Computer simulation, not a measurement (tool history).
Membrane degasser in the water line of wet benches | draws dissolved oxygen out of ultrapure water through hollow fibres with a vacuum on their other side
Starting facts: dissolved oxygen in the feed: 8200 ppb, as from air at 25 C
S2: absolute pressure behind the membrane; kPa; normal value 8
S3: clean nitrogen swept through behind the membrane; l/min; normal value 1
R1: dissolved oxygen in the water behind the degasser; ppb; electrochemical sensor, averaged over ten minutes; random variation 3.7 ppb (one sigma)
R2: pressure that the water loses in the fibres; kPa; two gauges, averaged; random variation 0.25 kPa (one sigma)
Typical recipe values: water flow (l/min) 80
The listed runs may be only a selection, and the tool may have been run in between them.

{"run": 1, "hour": 0.0, "water flow (l/min)": 80, "S2": 8, "S3": 1, "R1": 614.3, "R2": 65.88}
{"run": 2, "hour": 241.4, "water flow (l/min)": 80, "S2": 8, "S3": 1, "R1": 623.2, "R2": 65.87}
{"run": 3, "hour": 488.7, "water flow (l/min)": 80, "S2": 8, "S3": 1, "R1": 623.5, "R2": 65.87}
{"run": 4, "hour": 648.5, "water flow (l/min)": 80, "S2": 8, "S3": 1, "R1": 620.4, "R2": 65.84}
{"run": 5, "hour": 784.1, "water flow (l/min)": 80, "S2": 8, "S3": 1, "R1": 621.9, "R2": 66.06}
{"run": 6, "hour": 1081.8, "water flow (l/min)": 80, "S2": 8, "S3": 1, "R1": 624.6, "R2": 66.21}
{"run": 7, "hour": 1282.2, "water flow (l/min)": 80, "S2": 8, "S3": 1, "R1": 622.5, "R2": 65.77}
{"run": 8, "hour": 1546.9, "water flow (l/min)": 125, "S2": 8, "S3": 1, "R1": 881.9, "R2": 102.75}
{"run": 9, "hour": 1678.9, "water flow (l/min)": 125, "S2": 8, "S3": 1, "R1": 887.7, "R2": 103.95}
{"run": 10, "hour": 1809.1, "water flow (l/min)": 80, "S2": 14.17, "S3": 1, "R1": 1309.5, "R2": 65.84}
{"run": 11, "hour": 2013.4, "water flow (l/min)": 80, "S2": 14.17, "S3": 1, "R1": 1297.6, "R2": 65.86}
{"run": 12, "hour": 2175.6, "water flow (l/min)": 80, "S2": 14.17, "S3": 1, "R1": 1309.8, "R2": 65.78}
{"run": 13, "hour": 2303.1, "water flow (l/min)": 80, "S2": 14.17, "S3": 1, "R1": 1321.4, "R2": 66.17}
{"run": 14, "hour": 2454.4, "water flow (l/min)": 80, "S2": 5.16, "S3": 1, "R1": 273.5, "R2": 65.96}
{"run": 15, "hour": 2730.1, "water flow (l/min)": 80, "S2": 5.16, "S3": 1, "R1": 271.8, "R2": 65.84}
{"run": 16, "hour": 2968.2, "water flow (l/min)": 80, "S2": 5.16, "S3": 1, "R1": 271.5, "R2": 66.04}
{"run": 17, "hour": 3133.4, "water flow (l/min)": 88, "S2": 8, "S3": 1, "R1": 677.6, "R2": 72.19}
{"run": 18, "hour": 3275.9, "water flow (l/min)": 66, "S2": 6.14, "S3": 0.58, "R1": 474.1, "R2": 54.56}
{"run": 19, "hour": 3547.4, "water flow (l/min)": 109, "S2": 17.68, "S3": 1, "R1": 1998.4, "R2": 89.33}
{"run": 20, "hour": 3815.9, "water flow (l/min)": 109, "S2": 17.68, "S3": 1, "R1": 2028.4, "R2": 89.73}
{"run": 21, "hour": 3968.0, "water flow (l/min)": 109, "S2": 17.68, "S3": 1, "R1": 2010.9, "R2": 89.6}
{"run": 22, "hour": 4168.8, "water flow (l/min)": 48, "S2": 6.22, "S3": 1.91, "R1": 161, "R2": 39.32}
{"run": 23, "hour": 4429.3, "water flow (l/min)": 80, "S2": 17.13, "S3": 2.33, "R1": 905, "R2": 65.51}
{"run": 24, "hour": 4660.2, "water flow (l/min)": 80, "S2": 17.13, "S3": 2.33, "R1": 910.3, "R2": 65.76}
{"run": 25, "hour": 4814.2, "water flow (l/min)": 76, "S2": 9.02, "S3": 0.61, "R1": 965.4, "R2": 63}
{"run": 26, "hour": 4945.0, "water flow (l/min)": 70, "S2": 12.25, "S3": 0.61, "R1": 1368.9, "R2": 57.97}
{"run": 27, "hour": 5147.1, "water flow (l/min)": 50, "S2": 8, "S3": 0.68, "R1": 569.1, "R2": 41.09}
{"run": 28, "hour": 5311.1, "water flow (l/min)": 68, "S2": 8, "S3": 0.59, "R1": 764.1, "R2": 56.12}
{"run": 29, "hour": 5443.0, "water flow (l/min)": 68, "S2": 8, "S3": 0.59, "R1": 762.2, "R2": 56.42}
{"run": 30, "hour": 5608.9, "water flow (l/min)": 68, "S2": 10.05, "S3": 0.59, "R1": 1055.1, "R2": 55.91}
{"run": 31, "hour": 5873.4, "water flow (l/min)": 94, "S2": 8.52, "S3": 0.59, "R1": 1027.2, "R2": 77.73}

Taken out of this log: 2 entries between the listed runs. Where each belongs, and how the hidden state differs across it:
In the gap between runs 1 and 2: vacuum gauge calibrated (hour 95.1)
  both runs share identical hidden conditions
In the gap between runs 5 and 6: seals of the vacuum lines changed (hour 1045)
  air that leaks in behind the membrane, l/min: 0.0022 -> 0.002
